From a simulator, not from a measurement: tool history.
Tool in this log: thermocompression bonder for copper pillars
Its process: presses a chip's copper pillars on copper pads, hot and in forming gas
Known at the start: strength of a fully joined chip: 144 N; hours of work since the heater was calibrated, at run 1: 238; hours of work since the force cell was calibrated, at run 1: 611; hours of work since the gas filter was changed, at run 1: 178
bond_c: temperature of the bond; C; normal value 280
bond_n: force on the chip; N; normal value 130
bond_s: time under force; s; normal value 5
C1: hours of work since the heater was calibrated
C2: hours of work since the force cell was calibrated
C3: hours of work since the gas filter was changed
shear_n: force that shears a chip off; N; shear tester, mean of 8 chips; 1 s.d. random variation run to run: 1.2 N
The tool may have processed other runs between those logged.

run 1 hour=0 | bond_c=280 bond_n=130 bond_s=5 | C1=238 C2=611 C3=178 | shear_n=98.9
run 2 hour=9.6 | bond_c=280 bond_n=130 bond_s=5 | C1=243 C2=616 C3=183 | shear_n=94.2
run 3 hour=22.2 | bond_c=280 bond_n=130 bond_s=5 | C1=249 C2=623 C3=189 | shear_n=97.1
run 4 hour=39.8 | bond_c=280 bond_n=130 bond_s=5 | C1=259 C2=632 C3=198 | shear_n=95.7
run 5 hour=57.8 | bond_c=280 bond_n=130 bond_s=5 | C1=268 C2=641 C3=207 | shear_n=94.3
run 6 hour=66.4 | bond_c=280 bond_n=130 bond_s=5 | C1=272 C2=645 C3=212 | shear_n=94.7
run 7 hour=74.6 | bond_c=280 bond_n=130 bond_s=5 | C1=277 C2=650 C3=216 | shear_n=95.8
run 8 hour=86.7 | bond_c=280 bond_n=130 bond_s=5 | C1=283 C2=656 C3=222 | shear_n=95.7
run 9 hour=100.9 | bond_c=280 bond_n=130 bond_s=5 | C1=290 C2=663 C3=230 | shear_n=94.5
run 10 hour=118.8 | bond_c=252 bond_n=130 bond_s=5 | C1=299 C2=672 C3=239 | shear_n=71.6
run 11 hour=135.8 | bond_c=289 bond_n=130 bond_s=5 | C1=308 C2=681 C3=248 | shear_n=100.4
run 12 hour=148.3 | bond_c=280 bond_n=130 bond_s=5 | C1=315 C2=688 C3=254 | shear_n=92.4
run 13 hour=159.8 | bond_c=280 bond_n=130 bond_s=5 | C1=320 C2=694 C3=260 | shear_n=93.3
run 14 hour=176.8 | bond_c=280 bond_n=130 bond_s=5 | C1=329 C2=702 C3=269 | shear_n=90.8
run 15 hour=192.8 | bond_c=280 bond_n=143 bond_s=5 | C1=337 C2=711 C3=277 | shear_n=96.6
-- hour=194.9 forming gas filter changed
run 16 hour=210.3 | bond_c=280 bond_n=143 bond_s=5 | C1=346 C2=719 C3=8 | shear_n=108.7
run 17 hour=230.1 | bond_c=280 bond_n=143 bond_s=5 | C1=356 C2=730 C3=18 | shear_n=108.6
run 18 hour=244.3 | bond_c=280 bond_n=143 bond_s=5 | C1=364 C2=737 C3=26 | shear_n=107.7
run 19 hour=257.2 | bond_c=280 bond_n=143 bond_s=5 | C1=370 C2=744 C3=32 | shear_n=105.7
run 20 hour=272.8 | bond_c=306 bond_n=152 bond_s=6 | C1=378 C2=752 C3=40 | shear_n=127
run 21 hour=289.1 | bond_c=306 bond_n=152 bond_s=6 | C1=387 C2=760 C3=49 | shear_n=128.2
run 22 hour=303.3 | bond_c=297 bond_n=130 bond_s=3 | C1=394 C2=767 C3=56 | shear_n=100.1
run 23 hour=312.4 | bond_c=287 bond_n=130 bond_s=5 | C1=399 C2=772 C3=61 | shear_n=104.6
run 24 hour=328.5 | bond_c=287 bond_n=130 bond_s=5 | C1=407 C2=780 C3=69 | shear_n=103.5
run 25 hour=343.5 | bond_c=287 bond_n=130 bond_s=5 | C1=415 C2=788 C3=77 | shear_n=104.1
run 26 hour=357.7 | bond_c=278 bond_n=130 bond_s=5 | C1=422 C2=795 C3=84 | shear_n=96.6
run 27 hour=368.2 | bond_c=302 bond_n=152 bond_s=4 | C1=428 C2=801 C3=89 | shear_n=118
run 28 hour=378.2 | bond_c=276 bond_n=152 bond_s=4 | C1=433 C2=806 C3=95 | shear_n=98.9
run 29 hour=396.9 | bond_c=259 bond_n=189 bond_s=5 | C1=442 C2=816 C3=104 | shear_n=105.1
run 30 hour=415 | bond_c=259 bond_n=189 bond_s=5 | C1=452 C2=825 C3=114 | shear_n=107.4
run 31 hour=434.9 | bond_c=258 bond_n=160 bond_s=5 | C1=462 C2=835 C3=124 | shear_n=92.7
run 32 hour=448.1 | bond_c=258 bond_n=160 bond_s=5 | C1=469 C2=842 C3=131 | shear_n=91.2
run 33 hour=456.7 | bond_c=276 bond_n=86 bond_s=12 | C1=473 C2=846 C3=135 | shear_n=86.9
run 34 hour=465.4 | bond_c=265 bond_n=126 bond_s=9 | C1=478 C2=851 C3=140 | shear_n=95.5
run 35 hour=483.9 | bond_c=268 bond_n=128 bond_s=3 | C1=487 C2=861 C3=149 | shear_n=71.7
run 36 hour=501.9 | bond_c=268 bond_n=128 bond_s=3 | C1=497 C2=870 C3=158 | shear_n=71.7
run 37 hour=511.2 | bond_c=268 bond_n=128 bond_s=3 | C1=501 C2=875 C3=163 | shear_n=72.2
run 38 hour=520.3 | bond_c=307 bond_n=127 bond_s=5 | C1=506 C2=879 C3=168 | shear_n=112.9

3 ways to go on from here, each from the tool as it stands after run 38. What would each give?
run A hour=537.9 | bond_c=262 bond_n=127 bond_s=5 | C1=515 C2=888 C3=177 | shear_n=?
run B hour=537.9 | bond_c=261 bond_n=84 bond_s=5 | C1=515 C2=888 C3=177 | shear_n=?
run C hour=537.9 | bond_c=280 bond_n=158 bond_s=3 | C1=515 C2=888 C3=177 | shear_n=?

run=A shear_n=77.6
run=B shear_n=49.4
run=C shear_n=94.7
What these runs would have given with no unlogged condition in the tool:
run=A shear_n=90.2
run=B shear_n=58.6
run=C shear_n=108.2

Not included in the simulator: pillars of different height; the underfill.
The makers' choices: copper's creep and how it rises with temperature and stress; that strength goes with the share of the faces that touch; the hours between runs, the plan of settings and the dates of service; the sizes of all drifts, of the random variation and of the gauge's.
